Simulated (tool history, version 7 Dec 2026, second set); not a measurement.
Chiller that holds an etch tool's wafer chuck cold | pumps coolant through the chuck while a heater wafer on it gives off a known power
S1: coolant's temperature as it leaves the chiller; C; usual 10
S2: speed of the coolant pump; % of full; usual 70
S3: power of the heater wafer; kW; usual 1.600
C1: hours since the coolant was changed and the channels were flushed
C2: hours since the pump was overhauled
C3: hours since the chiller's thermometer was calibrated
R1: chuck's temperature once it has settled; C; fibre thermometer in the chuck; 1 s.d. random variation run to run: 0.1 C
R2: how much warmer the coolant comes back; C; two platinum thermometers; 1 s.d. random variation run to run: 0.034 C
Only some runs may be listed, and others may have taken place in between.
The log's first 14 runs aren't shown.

run 15 hour=875.7 | S1=10 S2=81 S3=1.600 | C1=6655 C2=4063 C3=3323 | R1=23.0 R2=4.85
run 16 hour=915.6 | S1=10 S2=81 S3=1.600 | C1=6695 C2=4103 C3=3362 | R1=22.9 R2=4.86
run 17 hour=981.0 | S1=17 S2=74 S3=1.612 | C1=6760 C2=4168 C3=3428 | R1=31.2 R2=5.35
run 18 hour=1035.9 | S1=9 S2=95 S3=1.384 | C1=6815 C2=4223 C3=3483 | R1=18.9 R2=3.53
run 19 hour=1087.4 | S1=10 S2=70 S3=1.852 | C1=6866 C2=4275 C3=3534 | R1=26.8 R2=6.46
run 20 hour=1131.3 | S1=10 S2=70 S3=1.852 | C1=6910 C2=4318 C3=3578 | R1=26.9 R2=6.52
run 21 hour=1204.1 | S1=10 S2=70 S3=1.255 | C1=6983 C2=4391 C3=3651 | R1=21.2 R2=4.39
run 22 hour=1251.4 | S1=20 S2=84 S3=1.600 | C1=7030 C2=4439 C3=3698 | R1=32.8 R2=4.64
run 23 hour=1312.1 | S1=20 S2=84 S3=1.600 | C1=7091 C2=4499 C3=3759 | R1=33.0 R2=4.66
-- hour=1361.9 chiller's thermometer calibrated
run 24 hour=1374.6 | S1=9 S2=83 S3=1.891 | C1=7153 C2=4561 C3=13 | R1=24.8 R2=5.61
run 25 hour=1410.7 | S1=6 S2=89 S3=1.400 | C1=7189 C2=4597 C3=49 | R1=17.4 R2=3.87
run 26 hour=1483.2 | S1=20 S2=60 S3=1.143 | C1=7261 C2=4669 C3=121 | R1=32.0 R2=4.72
run 27 hour=1529.6 | S1=20 S2=60 S3=1.981 | C1=7308 C2=4716 C3=168 | R1=41.1 R2=8.15
run 28 hour=1576.4 | S1=10 S2=99 S3=1.600 | C1=7354 C2=4763 C3=215 | R1=22.0 R2=3.96
run 29 hour=1624.0 | S1=10 S2=99 S3=1.600 | C1=7402 C2=4810 C3=262 | R1=21.6 R2=3.94
run 30 hour=1690.0 | S1=10 S2=95 S3=2.010 | C1=7468 C2=4876 C3=328 | R1=25.3 R2=5.25
run 31 hour=1751.5 | S1=10 S2=95 S3=1.600 | C1=7529 C2=4938 C3=390 | R1=22.4 R2=4.17
run 32 hour=1831.9 | S1=10 S2=95 S3=1.600 | C1=7610 C2=5018 C3=470 | R1=22.3 R2=4.13

Here are 3 independent what-if runs from the current tool condition. What would each one return?
run A hour=1867.5 | S1=10 S2=73 S3=1.600 | C1=7646 C2=5054 C3=506 | R1=? R2=?
run B hour=1867.5 | S1=7 S2=95 S3=2.019 | C1=7646 C2=5054 C3=506 | R1=? R2=?
run C hour=1867.5 | S1=11 S2=70 S3=1.600 | C1=7646 C2=5054 C3=506 | R1=? R2=?

run=A R1=25.0 R2=5.47
run=B R1=22.7 R2=5.23
run=C R1=26.4 R2=5.65
Take away the tool's hidden state, keep each run's random variation, and the runs would have read:
run=A R1=22.9 R2=5.17
run=B R1=20.4 R2=4.94
run=C R1=24.2 R2=5.34
